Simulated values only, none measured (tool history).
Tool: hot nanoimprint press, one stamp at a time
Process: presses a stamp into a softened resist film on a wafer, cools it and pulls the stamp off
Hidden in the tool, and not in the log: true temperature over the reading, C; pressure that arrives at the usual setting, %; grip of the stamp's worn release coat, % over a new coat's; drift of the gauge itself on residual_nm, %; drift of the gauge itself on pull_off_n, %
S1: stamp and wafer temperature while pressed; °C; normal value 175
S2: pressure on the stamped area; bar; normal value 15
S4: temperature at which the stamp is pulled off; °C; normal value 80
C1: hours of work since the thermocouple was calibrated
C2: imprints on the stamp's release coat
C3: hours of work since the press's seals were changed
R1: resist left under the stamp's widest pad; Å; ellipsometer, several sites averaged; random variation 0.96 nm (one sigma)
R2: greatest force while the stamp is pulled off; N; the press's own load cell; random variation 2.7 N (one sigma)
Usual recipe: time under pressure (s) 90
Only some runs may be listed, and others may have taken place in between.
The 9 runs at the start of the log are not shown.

{"run": 10, "hour": 248.7, "S1": 175, "S2": 15, "time under pressure (s)": 90, "S4": 80, "C1": 224, "C2": 196, "C3": 729, "R1": 1349, "R2": 133}
{"run": 11, "hour": 290.1, "S1": 175, "S2": 15, "time under pressure (s)": 90, "S4": 80, "C1": 252, "C2": 282, "C3": 756, "R1": 1350, "R2": 129}
{"run": 12, "hour": 317.7, "S1": 175, "S2": 19.4, "time under pressure (s)": 90, "S4": 80, "C1": 270, "C2": 340, "C3": 775, "R1": 1218, "R2": 135}
{"run": 13, "hour": 350.3, "S1": 175, "S2": 19.4, "time under pressure (s)": 90, "S4": 80, "C1": 292, "C2": 408, "C3": 796, "R1": 1199, "R2": 136}
{"run": 14, "hour": 370.0, "S1": 175, "S2": 19.4, "time under pressure (s)": 90, "S4": 80, "C1": 305, "C2": 449, "C3": 809, "R1": 1182, "R2": 134}
{"run": 15, "hour": 401.6, "S1": 175, "S2": 19.4, "time under pressure (s)": 90, "S4": 80, "C1": 326, "C2": 515, "C3": 830, "R1": 1195, "R2": 134}
{"run": 16, "hour": 437.4, "S1": 187, "S2": 15, "time under pressure (s)": 148, "S4": 80, "C1": 350, "C2": 590, "C3": 854, "R1": 589, "R2": 140}
{"run": 17, "hour": 471.9, "S1": 187, "S2": 15, "time under pressure (s)": 148, "S4": 80, "C1": 373, "C2": 662, "C3": 877, "R1": 586, "R2": 147}
{"run": 18, "hour": 490.4, "S1": 187, "S2": 23.1, "time under pressure (s)": 148, "S4": 78, "C1": 385, "C2": 701, "C3": 889, "R1": 481, "R2": 157}
{"run": 19, "hour": 532.5, "S1": 175, "S2": 15.1, "time under pressure (s)": 90, "S4": 80, "C1": 413, "C2": 789, "C3": 917, "R1": 1319, "R2": 156}
{"hour": 557.7, "done": "plate thermocouple calibrated"}
{"run": 20, "hour": 557.7, "S1": 175, "S2": 15, "time under pressure (s)": 139, "S4": 73, "C1": 0, "C2": 835, "C3": 932, "R1": 1187, "R2": 188}
{"run": 21, "hour": 591.2, "S1": 175, "S2": 16.7, "time under pressure (s)": 70, "S4": 73, "C1": 22, "C2": 905, "C3": 954, "R1": 1505, "R2": 188}
{"run": 22, "hour": 627.4, "S1": 175, "S2": 16.7, "time under pressure (s)": 70, "S4": 73, "C1": 46, "C2": 981, "C3": 978, "R1": 1493, "R2": 189}
{"run": 23, "hour": 670.1, "S1": 175, "S2": 16.7, "time under pressure (s)": 70, "S4": 73, "C1": 75, "C2": 1070, "C3": 1007, "R1": 1488, "R2": 199}
{"run": 24, "hour": 694.9, "S1": 175, "S2": 13.5, "time under pressure (s)": 90, "S4": 66, "C1": 91, "C2": 1122, "C3": 1023, "R1": 1471, "R2": 233}
{"run": 25, "hour": 730.2, "S1": 186, "S2": 9.9, "time under pressure (s)": 90, "S4": 86, "C1": 115, "C2": 1195, "C3": 1047, "R1": 992, "R2": 146}
{"run": 26, "hour": 758.4, "S1": 172, "S2": 23.4, "time under pressure (s)": 90, "S4": 67, "C1": 133, "C2": 1254, "C3": 1065, "R1": 1364, "R2": 236}
{"run": 27, "hour": 778.8, "S1": 172, "S2": 23.4, "time under pressure (s)": 90, "S4": 67, "C1": 147, "C2": 1297, "C3": 1079, "R1": 1357, "R2": 236}
{"run": 28, "hour": 815.8, "S1": 169, "S2": 13.3, "time under pressure (s)": 73, "S4": 86, "C1": 171, "C2": 1374, "C3": 1103, "R1": 2070, "R2": 151}
{"run": 29, "hour": 841.5, "S1": 184, "S2": 15, "time under pressure (s)": 90, "S4": 74, "C1": 188, "C2": 1428, "C3": 1121, "R1": 901, "R2": 217}
{"run": 30, "hour": 876.6, "S1": 170, "S2": 16.9, "time under pressure (s)": 164, "S4": 81, "C1": 212, "C2": 1501, "C3": 1144, "R1": 1336, "R2": 181}

Forecast each of these 4 alternatives for the next run:
{"hour": 902.3, "done": "stamp cleaned and given a new release coat"}
{"run": "A", "hour": 905.8, "S1": 170, "S2": 16.9, "time under pressure (s)": 164, "S4": 72, "C1": 227, "C2": 8, "C3": 1159, "R1": "?", "R2": "?"}
{"hour": 902.3, "done": "stamp cleaned and given a new release coat"}
{"run": "B", "hour": 905.8, "S1": 168, "S2": 15, "time under pressure (s)": 90, "S4": 72, "C1": 227, "C2": 8, "C3": 1159, "R1": "?", "R2": "?"}
{"hour": 902.3, "done": "stamp cleaned and given a new release coat"}
{"run": "C", "hour": 905.8, "S1": 175, "S2": 10.4, "time under pressure (s)": 90, "S4": 80, "C1": 227, "C2": 8, "C3": 1159, "R1": "?", "R2": "?"}
{"hour": 902.3, "done": "stamp cleaned and given a new release coat"}
{"run": "D", "hour": 905.8, "S1": 183, "S2": 15, "time under pressure (s)": 90, "S4": 85, "C1": 227, "C2": 8, "C3": 1159, "R1": "?", "R2": "?"}

run=A R1=1326 R2=140
run=B R1=1933 R2=143
run=C R1=1595 R2=123
run=D R1=938 R2=105
With no hidden state in the tool, these same runs would have given:
run=A R1=1317 R2=142
run=B R1=1934 R2=145
run=C R1=1610 R2=125
run=D R1=928 R2=108

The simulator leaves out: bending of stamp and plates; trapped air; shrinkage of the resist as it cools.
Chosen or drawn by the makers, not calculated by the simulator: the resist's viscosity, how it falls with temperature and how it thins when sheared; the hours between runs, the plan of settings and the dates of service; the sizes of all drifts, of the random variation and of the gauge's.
